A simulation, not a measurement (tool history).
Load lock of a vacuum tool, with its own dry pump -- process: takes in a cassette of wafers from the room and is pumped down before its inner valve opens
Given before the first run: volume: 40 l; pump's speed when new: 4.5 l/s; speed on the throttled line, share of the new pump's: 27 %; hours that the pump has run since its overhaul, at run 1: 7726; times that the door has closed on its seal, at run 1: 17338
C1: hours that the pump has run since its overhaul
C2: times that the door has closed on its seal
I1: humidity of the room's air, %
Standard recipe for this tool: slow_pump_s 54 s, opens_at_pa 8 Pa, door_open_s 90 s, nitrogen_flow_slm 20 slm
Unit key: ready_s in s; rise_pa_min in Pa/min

run 1 hour=0 | slow_pump_s=54 opens_at_pa=8 door_open_s=90 nitrogen_flow_slm=20 | C1=7726 C2=17338 | I1=43.7 | ready_s=136.9 rise_pa_min=0.13
run 2 hour=301.9 | slow_pump_s=54 opens_at_pa=8 door_open_s=90 nitrogen_flow_slm=20 | C1=8028 C2=17805 | I1=44.3 | ready_s=138.1 rise_pa_min=0.142
run 3 hour=693.8 | slow_pump_s=54 opens_at_pa=8 door_open_s=90 nitrogen_flow_slm=20 | C1=8420 C2=18412 | I1=44.6 | ready_s=139.4 rise_pa_min=0.145
run 4 hour=1114.1 | slow_pump_s=30 opens_at_pa=8 door_open_s=90 nitrogen_flow_slm=20 | C1=8840 C2=19062 | I1=46.3 | ready_s=124.5 rise_pa_min=0.15
run 5 hour=1390.9 | slow_pump_s=30 opens_at_pa=8 door_open_s=90 nitrogen_flow_slm=20 | C1=9117 C2=19491 | I1=43.1 | ready_s=125.7 rise_pa_min=0.153
-- hour=1715.6 dry pump taken out, an overhauled one fitted
run 6 hour=1717.6 | slow_pump_s=89 opens_at_pa=8 door_open_s=90 nitrogen_flow_slm=20 | C1=2 C2=19987 | I1=43.2 | ready_s=149.4 rise_pa_min=0.162
run 7 hour=2005.6 | slow_pump_s=54 opens_at_pa=8 door_open_s=90 nitrogen_flow_slm=20 | C1=290 C2=20432 | I1=45.7 | ready_s=123.7 rise_pa_min=0.16
run 8 hour=2318.9 | slow_pump_s=54 opens_at_pa=8 door_open_s=90 nitrogen_flow_slm=20 | C1=603 C2=20917 | I1=42.7 | ready_s=123 rise_pa_min=0.173
run 9 hour=2619 | slow_pump_s=54 opens_at_pa=8 door_open_s=90 nitrogen_flow_slm=20 | C1=903 C2=21382 | I1=44.3 | ready_s=124.6 rise_pa_min=0.181
run 10 hour=2874.3 | slow_pump_s=54 opens_at_pa=8 door_open_s=90 nitrogen_flow_slm=20 | C1=1159 C2=21777 | I1=44.7 | ready_s=123.5 rise_pa_min=0.181
run 11 hour=3269.2 | slow_pump_s=54 opens_at_pa=8 door_open_s=90 nitrogen_flow_slm=20 | C1=1554 C2=22388 | I1=42.3 | ready_s=123.9 rise_pa_min=0.181
run 12 hour=3646.6 | slow_pump_s=54 opens_at_pa=8 door_open_s=90 nitrogen_flow_slm=20 | C1=1931 C2=22972 | I1=44.7 | ready_s=125.7 rise_pa_min=0.189
run 13 hour=3830.5 | slow_pump_s=33 opens_at_pa=14 door_open_s=80 nitrogen_flow_slm=20 | C1=2115 C2=23256 | I1=47.8 | ready_s=106.9 rise_pa_min=0.194
run 14 hour=4103.5 | slow_pump_s=33 opens_at_pa=14 door_open_s=80 nitrogen_flow_slm=20 | C1=2388 C2=23679 | I1=40.9 | ready_s=107.4 rise_pa_min=0.2
run 15 hour=4411.6 | slow_pump_s=57 opens_at_pa=14 door_open_s=80 nitrogen_flow_slm=6 | C1=2696 C2=24155 | I1=48.5 | ready_s=124 rise_pa_min=0.225
run 16 hour=4728.9 | slow_pump_s=45 opens_at_pa=9 door_open_s=90 nitrogen_flow_slm=20 | C1=3013 C2=24646 | I1=44.9 | ready_s=120.6 rise_pa_min=0.212
run 17 hour=4944.3 | slow_pump_s=45 opens_at_pa=8 door_open_s=90 nitrogen_flow_slm=10 | C1=3229 C2=24980 | I1=46.4 | ready_s=122.8 rise_pa_min=0.231
run 18 hour=5123.5 | slow_pump_s=45 opens_at_pa=14 door_open_s=90 nitrogen_flow_slm=10 | C1=3408 C2=25257 | I1=45.9 | ready_s=117.2 rise_pa_min=0.233
run 19 hour=5383.9 | slow_pump_s=43 opens_at_pa=9 door_open_s=90 nitrogen_flow_slm=6 | C1=3668 C2=25660 | I1=47.7 | ready_s=120.6 rise_pa_min=0.252
run 20 hour=5601.1 | slow_pump_s=105 opens_at_pa=7 door_open_s=67 nitrogen_flow_slm=20 | C1=3886 C2=25996 | I1=42.8 | ready_s=166.8 rise_pa_min=0.222
run 21 hour=5899.7 | slow_pump_s=105 opens_at_pa=7 door_open_s=67 nitrogen_flow_slm=20 | C1=4184 C2=26458 | I1=42.7 | ready_s=168.5 rise_pa_min=0.223
run 22 hour=6308.3 | slow_pump_s=105 opens_at_pa=7 door_open_s=67 nitrogen_flow_slm=20 | C1=4593 C2=27090 | I1=46.2 | ready_s=168.5 rise_pa_min=0.231

Run 23, settings as shown, results not yet in. Your forecast:
run 23 hour=6634 | slow_pump_s=105 opens_at_pa=7 door_open_s=67 nitrogen_flow_slm=20 | C1=4918 C2=27594 | I1=45.8 | ready_s=? rise_pa_min=?

ready_s: 169.7 s
rise_pa_min: 0.244 Pa/min
With no hidden state in the tool, this same run would have given ready_s 161.8 s, rise_pa_min 0.03 Pa/min.

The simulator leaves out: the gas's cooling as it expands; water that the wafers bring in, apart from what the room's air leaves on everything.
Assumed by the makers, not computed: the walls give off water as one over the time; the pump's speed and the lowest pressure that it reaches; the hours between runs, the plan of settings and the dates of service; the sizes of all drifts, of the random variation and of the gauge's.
